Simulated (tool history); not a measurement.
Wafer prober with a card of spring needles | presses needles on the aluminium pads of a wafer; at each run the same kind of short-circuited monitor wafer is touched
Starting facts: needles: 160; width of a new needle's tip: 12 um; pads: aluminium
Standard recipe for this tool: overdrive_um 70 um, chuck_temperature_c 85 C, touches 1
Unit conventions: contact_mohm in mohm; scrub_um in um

{"run": 1, "hour": 0.0, "overdrive_um": 70, "chuck_temperature_c": 85, "touches": 1, "contact_mohm": 114, "scrub_um": 9.62}
{"hour": 8.7, "done": "tips cleaned on abrasive film"}
{"run": 2, "hour": 16.4, "overdrive_um": 70, "chuck_temperature_c": 85, "touches": 2, "contact_mohm": 116, "scrub_um": 9.65}
{"hour": 19.8, "done": "tips cleaned on abrasive film"}
{"run": 3, "hour": 26.3, "overdrive_um": 70, "chuck_temperature_c": 85, "touches": 2, "contact_mohm": 116, "scrub_um": 9.63}
{"hour": 30.1, "done": "tips cleaned on abrasive film"}
{"hour": 39.9, "done": "tips cleaned on abrasive film"}
{"run": 4, "hour": 42.7, "overdrive_um": 70, "chuck_temperature_c": 85, "touches": 2, "contact_mohm": 115, "scrub_um": 9.65}
{"hour": 50.4, "done": "tips cleaned on abrasive film"}
{"run": 5, "hour": 59.9, "overdrive_um": 70, "chuck_temperature_c": 85, "touches": 3, "contact_mohm": 114, "scrub_um": 9.61}
{"hour": 61.1, "done": "tips cleaned on abrasive film"}
{"hour": 71.0, "done": "tips cleaned on abrasive film"}
{"run": 6, "hour": 71.0, "overdrive_um": 70, "chuck_temperature_c": 85, "touches": 3, "contact_mohm": 115, "scrub_um": 9.6}
{"hour": 74.5, "done": "height of the first contact set anew"}
{"hour": 81.5, "done": "tips cleaned on abrasive film"}
{"run": 7, "hour": 84.7, "overdrive_um": 70, "chuck_temperature_c": 85, "touches": 3, "contact_mohm": 117, "scrub_um": 9.61}
{"hour": 91.4, "done": "tips cleaned on abrasive film"}
{"run": 8, "hour": 100.3, "overdrive_um": 70, "chuck_temperature_c": 85, "touches": 3, "contact_mohm": 116, "scrub_um": 9.57}
{"hour": 101.6, "done": "tips cleaned on abrasive film"}
{"hour": 112.1, "done": "tips cleaned on abrasive film"}
{"run": 9, "hour": 114.5, "overdrive_um": 78, "chuck_temperature_c": 85, "touches": 1, "contact_mohm": 116, "scrub_um": 10.66}
{"hour": 122.2, "done": "tips cleaned on abrasive film"}
{"run": 10, "hour": 123.7, "overdrive_um": 78, "chuck_temperature_c": 37, "touches": 2, "contact_mohm": 109, "scrub_um": 10.73}
{"hour": 132.0, "done": "tips cleaned on abrasive film"}
{"run": 11, "hour": 136.4, "overdrive_um": 57, "chuck_temperature_c": 51, "touches": 2, "contact_mohm": 111, "scrub_um": 7.83}

Run 12 comes next. What will it give?
{"hour": 141.6, "done": "tips cleaned on abrasive film"}
{"hour": 152.4, "done": "tips cleaned on abrasive film"}
{"run": 12, "hour": 152.4, "overdrive_um": 57, "chuck_temperature_c": 51, "touches": 3, "contact_mohm": "?", "scrub_um": "?"}

{"run 12": {"contact_mohm": 112, "scrub_um": 7.75}}
Had the tool carried no hidden state, the very same run would have given contact_mohm 112 mohm, scrub_um 7.81 um.
